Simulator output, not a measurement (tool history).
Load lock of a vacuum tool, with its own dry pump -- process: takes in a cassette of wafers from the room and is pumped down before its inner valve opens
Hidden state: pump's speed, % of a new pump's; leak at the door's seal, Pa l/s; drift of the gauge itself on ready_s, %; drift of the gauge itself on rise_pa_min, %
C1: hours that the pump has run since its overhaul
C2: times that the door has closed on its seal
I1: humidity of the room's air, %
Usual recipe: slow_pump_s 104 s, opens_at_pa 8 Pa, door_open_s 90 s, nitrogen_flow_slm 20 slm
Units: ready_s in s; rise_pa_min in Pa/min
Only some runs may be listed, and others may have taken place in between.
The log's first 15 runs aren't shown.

run 16 hour=987.7 | slow_pump_s=56 opens_at_pa=8 door_open_s=90 nitrogen_flow_slm=20 | C1=7300 C2=6373 | I1=42.9 | ready_s=116.7 rise_pa_min=0.059
run 17 hour=1070 | slow_pump_s=56 opens_at_pa=8 door_open_s=90 nitrogen_flow_slm=20 | C1=7382 C2=6769 | I1=41.6 | ready_s=117 rise_pa_min=0.057
run 18 hour=1110.9 | slow_pump_s=56 opens_at_pa=8 door_open_s=90 nitrogen_flow_slm=20 | C1=7423 C2=6965 | I1=44.6 | ready_s=117.2 rise_pa_min=0.06
run 19 hour=1201.5 | slow_pump_s=104 opens_at_pa=8 door_open_s=90 nitrogen_flow_slm=20 | C1=7513 C2=7401 | I1=45.4 | ready_s=158 rise_pa_min=0.065
run 20 hour=1270.2 | slow_pump_s=61 opens_at_pa=7 door_open_s=93 nitrogen_flow_slm=32 | C1=7582 C2=7730 | I1=44.2 | ready_s=122.5 rise_pa_min=0.066
run 21 hour=1348.3 | slow_pump_s=71 opens_at_pa=7 door_open_s=25 nitrogen_flow_slm=6 | C1=7660 C2=8106 | I1=43.7 | ready_s=130.9 rise_pa_min=0.062
run 22 hour=1424.7 | slow_pump_s=71 opens_at_pa=7 door_open_s=25 nitrogen_flow_slm=6 | C1=7737 C2=8473 | I1=47.5 | ready_s=131.4 rise_pa_min=0.066
run 23 hour=1514.8 | slow_pump_s=190 opens_at_pa=8 door_open_s=90 nitrogen_flow_slm=20 | C1=7827 C2=8905 | I1=44.7 | ready_s=231.2 rise_pa_min=0.077
run 24 hour=1592.5 | slow_pump_s=65 opens_at_pa=7 door_open_s=30 nitrogen_flow_slm=23 | C1=7904 C2=9278 | I1=41.6 | ready_s=126.7 rise_pa_min=0.06
run 25 hour=1660.4 | slow_pump_s=123 opens_at_pa=7 door_open_s=204 nitrogen_flow_slm=23 | C1=7972 C2=9605 | I1=45.6 | ready_s=175.4 rise_pa_min=0.099
run 26 hour=1717.4 | slow_pump_s=123 opens_at_pa=7 door_open_s=138 nitrogen_flow_slm=6 | C1=8029 C2=9878 | I1=47.8 | ready_s=175.4 rise_pa_min=0.123
run 27 hour=1807.5 | slow_pump_s=123 opens_at_pa=7 door_open_s=155 nitrogen_flow_slm=5 | C1=8119 C2=10311 | I1=44.9 | ready_s=175.4 rise_pa_min=0.123
run 28 hour=1860.4 | slow_pump_s=104 opens_at_pa=8 door_open_s=45 nitrogen_flow_slm=20 | C1=8172 C2=10565 | I1=44.1 | ready_s=159 rise_pa_min=0.08
run 29 hour=1946.2 | slow_pump_s=104 opens_at_pa=8 door_open_s=45 nitrogen_flow_slm=20 | C1=8258 C2=10978 | I1=45.4 | ready_s=158.2 rise_pa_min=0.082
run 30 hour=1988.9 | slow_pump_s=136 opens_at_pa=13 door_open_s=90 nitrogen_flow_slm=9 | C1=8301 C2=11183 | I1=45.5 | ready_s=181.9 rise_pa_min=0.103
run 31 hour=2062.5 | slow_pump_s=74 opens_at_pa=9 door_open_s=90 nitrogen_flow_slm=9 | C1=8374 C2=11536 | I1=47.8 | ready_s=132.1 rise_pa_min=0.106
run 32 hour=2137 | slow_pump_s=112 opens_at_pa=13 door_open_s=90 nitrogen_flow_slm=9 | C1=8449 C2=11894 | I1=45.3 | ready_s=161.8 rise_pa_min=0.109
run 33 hour=2222.2 | slow_pump_s=104 opens_at_pa=14 door_open_s=105 nitrogen_flow_slm=20 | C1=8534 C2=12304 | I1=45.5 | ready_s=154.5 rise_pa_min=0.103
run 34 hour=2286 | slow_pump_s=104 opens_at_pa=14 door_open_s=105 nitrogen_flow_slm=20 | C1=8598 C2=12610 | I1=45.9 | ready_s=153.8 rise_pa_min=0.107
run 35 hour=2362.4 | slow_pump_s=104 opens_at_pa=14 door_open_s=105 nitrogen_flow_slm=20 | C1=8674 C2=12977 | I1=45.4 | ready_s=153.9 rise_pa_min=0.105
run 36 hour=2426.2 | slow_pump_s=104 opens_at_pa=8 door_open_s=90 nitrogen_flow_slm=20 | C1=8738 C2=13283 | I1=45.7 | ready_s=159.6 rise_pa_min=0.109
run 37 hour=2500.8 | slow_pump_s=81 opens_at_pa=8 door_open_s=90 nitrogen_flow_slm=20 | C1=8813 C2=13642 | I1=41 | ready_s=139.1 rise_pa_min=0.107
run 38 hour=2568.8 | slow_pump_s=60 opens_at_pa=10 door_open_s=90 nitrogen_flow_slm=20 | C1=8881 C2=13968 | I1=48.9 | ready_s=119.9 rise_pa_min=0.113

Here are 3 independent what-if runs from the current tool condition. What would each one return?
run A hour=2620 | slow_pump_s=104 opens_at_pa=7 door_open_s=26 nitrogen_flow_slm=12 | C1=8932 C2=14214 | I1=44 | ready_s=? rise_pa_min=?
run B hour=2620 | slow_pump_s=77 opens_at_pa=6 door_open_s=173 nitrogen_flow_slm=20 | C1=8932 C2=14214 | I1=42.9 | ready_s=? rise_pa_min=?
run C hour=2620 | slow_pump_s=60 opens_at_pa=7 door_open_s=90 nitrogen_flow_slm=20 | C1=8932 C2=14214 | I1=44.6 | ready_s=? rise_pa_min=?

run=A ready_s=160.8 rise_pa_min=0.102
run=B ready_s=139.2 rise_pa_min=0.13
run=C ready_s=122.7 rise_pa_min=0.123
The same runs, with their run-to-run variation unchanged, on a tool lacking any hidden condition would have given:
run=A ready_s=153.8 rise_pa_min=0.019
run=B ready_s=131.6 rise_pa_min=0.047
run=C ready_s=115 rise_pa_min=0.039
